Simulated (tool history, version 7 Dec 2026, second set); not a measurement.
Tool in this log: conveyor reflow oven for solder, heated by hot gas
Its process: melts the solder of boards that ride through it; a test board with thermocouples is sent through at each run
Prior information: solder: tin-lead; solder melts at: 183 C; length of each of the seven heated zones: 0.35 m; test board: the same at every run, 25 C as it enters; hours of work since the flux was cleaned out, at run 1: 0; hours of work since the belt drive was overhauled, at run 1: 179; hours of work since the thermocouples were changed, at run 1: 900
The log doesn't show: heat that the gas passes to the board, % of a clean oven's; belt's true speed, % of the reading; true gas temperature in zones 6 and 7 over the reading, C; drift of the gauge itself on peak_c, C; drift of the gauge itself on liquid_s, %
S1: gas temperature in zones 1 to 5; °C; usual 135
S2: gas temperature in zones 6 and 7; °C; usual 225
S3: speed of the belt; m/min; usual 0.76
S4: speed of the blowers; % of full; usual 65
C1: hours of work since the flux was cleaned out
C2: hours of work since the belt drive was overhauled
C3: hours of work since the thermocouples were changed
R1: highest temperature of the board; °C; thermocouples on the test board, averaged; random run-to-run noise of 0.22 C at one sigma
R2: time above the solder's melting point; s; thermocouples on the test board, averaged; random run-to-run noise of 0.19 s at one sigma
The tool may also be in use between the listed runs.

run,hour,S1,S2,S3,S4,C1,C2,C3,R1,R2
1,0,135,225,0.76,65,0,179,900,208.6,34.9
2,82.9,135,225,0.655,65,52,232,953,212.4,44.7
3,121.1,135,225,0.655,65,76,256,977,212.7,45
# hour 137.9: thermocouples of zones 6 and 7 changed
4,159.5,135,225,0.76,61,99,279,14,207.1,33.7
5,204.2,121,225,0.76,61,128,307,42,204.1,28.4
# hour 257.2: flux residue cleaned out of gas plates and filters
6,294.2,121,225,0.76,61,23,361,96,204.3,28.1
7,378.1,121,225,0.76,61,76,414,149,204.3,28.5
8,439.7,121,225,0.798,61,115,452,187,202.5,25
9,499.6,121,225,0.798,61,153,490,225,202.5,25
# hour 512.8: flux residue cleaned out of gas plates and filters
10,583.1,121,225,0.798,61,44,540,275,202.4,25
11,621.9,121,225,0.798,61,69,564,299,202.5,25.2
12,664.1,121,225,0.798,80,95,591,326,207.9,30.5
13,719.6,135,225,0.76,65,131,626,361,208.4,35
14,760.1,135,225,0.76,65,156,651,386,208.4,34.6
# hour 772: flux residue cleaned out of gas plates and filters
15,816.8,135,221,0.76,65,28,684,419,204.5,32.5
16,893.8,135,221,0.772,65,77,733,468,203.9,31.2
17,968.6,135,221,0.772,65,124,780,515,204.3,31.2
# hour 1027.7: flux residue cleaned out of gas plates and filters
18,1058.1,135,221,0.772,65,19,833,568,204.5,31.1
19,1099.1,135,221,0.772,65,45,859,594,204.6,31.1
20,1184.1,135,221,0.772,65,99,913,648,204.2,31.6
21,1246.9,140,221,0.772,71,138,952,687,206.5,34.8
# hour 1285.9: flux residue cleaned out of gas plates and filters
22,1300.9,135,225,0.76,56,9,983,718,205.5,31.8
23,1373.5,135,225,0.77,61,55,1029,764,206.9,32.6
24,1419.8,135,225,0.867,65,84,1058,793,204.2,26.4
25,1499.7,135,229,0.725,52,135,1109,844,208.6,36.4
# hour 1546.2: flux residue cleaned out of gas plates and filters
26,1553.2,141,225,0.735,68,4,1139,874,211.1,40.1
27,1589.7,121,217,0.805,56,27,1162,897,193.8,15.9
28,1649.6,135,234,0.894,65,65,1200,935,210.1,29.6
29,1707.8,135,234,0.894,65,102,1237,972,210.1,29.7
# hour 1732.4: thermocouples of zones 6 and 7 changed
30,1771.4,135,216,0.76,64,141,1276,25,200.4,28.1

Alternative continuations, all from the tool just after run 30; predict every row:
# hour 1801.7: flux residue cleaned out of gas plates and filters
A,1848.4,135,216,0.842,64,29,1321,70,?,?
# hour 1801.7: flux residue cleaned out of gas plates and filters
B,1848.4,138,225,0.65,65,29,1321,70,?,?
# hour 1801.7: flux residue cleaned out of gas plates and filters
C,1848.4,135,236,0.831,67,29,1321,70,?,?
# hour 1801.7: flux residue cleaned out of gas plates and filters
D,1848.4,135,216,0.897,64,29,1321,70,?,?

run,R1,R2
A,197.4,21.6
B,213.2,46.7
C,215.4,35.6
D,195,17.8
Without the tool's hidden state the same runs would have given:
run,R1,R2
A,197.4,21.6
B,213.2,46.6
C,215.4,35.6
D,195,17.8
